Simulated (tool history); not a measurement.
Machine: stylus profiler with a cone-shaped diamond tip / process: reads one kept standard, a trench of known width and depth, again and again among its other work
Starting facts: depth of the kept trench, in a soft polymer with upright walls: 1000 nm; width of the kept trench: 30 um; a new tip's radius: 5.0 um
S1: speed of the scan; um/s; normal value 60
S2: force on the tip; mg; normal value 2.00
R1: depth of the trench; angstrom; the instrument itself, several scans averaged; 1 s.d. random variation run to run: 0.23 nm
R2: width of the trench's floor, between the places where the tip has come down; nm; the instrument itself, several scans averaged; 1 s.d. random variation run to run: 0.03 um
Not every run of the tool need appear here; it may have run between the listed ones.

run	hour	S1	S2	R1	R2
1	0.0	60	2.00	10109.7	20110
# hour 68.0: height scale calibrated on a step standard
2	71.8	60	2.00	10135.6	19980
3	119.0	174	2.00	10131.8	19270
# hour 137.8: new tip fitted, height scale calibrated
4	183.8	156	2.00	10079.9	22900
5	228.7	156	2.00	10075.3	22800
6	280.9	156	2.00	10084.2	22660
7	314.7	60	2.00	10078.2	23080
8	363.1	60	1.26	10060.5	22960
9	439.3	60	1.26	10070.0	22780
# hour 506.7: height scale calibrated on a step standard, once more
10	509.5	60	1.26	10056.3	22630
11	560.1	60	1.26	10055.7	22570
12	606.6	60	1.26	10058.8	22450
13	677.4	60	1.26	10061.2	22310
14	711.9	60	1.26	10059.7	22220
15	754.6	20	1.34	10062.3	22450
16	822.9	20	1.34	10067.6	22320
17	860.7	37	1.56	10072.3	22170
18	893.8	37	1.56	10073.5	22080
19	935.3	51	0.75	10049.8	21790
20	990.4	51	0.75	10046.5	21600
21	1060.1	144	0.75	10049.7	20680
22	1110.7	144	0.75	10047.6	20580
23	1167.3	103	1.33	10070.8	21100

Consider 3 possible next runs. They are alternatives, not a sequence: every one starts from the tool as it was left by run 23. What does each give?
A	1212.8	60	2.87	?	?
B	1212.8	142	0.71	?	?
C	1212.8	60	2.91	?	?

run	R1	R2
A	10110.0	21390
B	10052.8	20440
C	10112.6	21430
With the hidden condition removed and each run's random variation left untouched, the same runs would have given:
run	R1	R2
A	10099.5	23660
B	10042.4	22710
C	10102.1	23700

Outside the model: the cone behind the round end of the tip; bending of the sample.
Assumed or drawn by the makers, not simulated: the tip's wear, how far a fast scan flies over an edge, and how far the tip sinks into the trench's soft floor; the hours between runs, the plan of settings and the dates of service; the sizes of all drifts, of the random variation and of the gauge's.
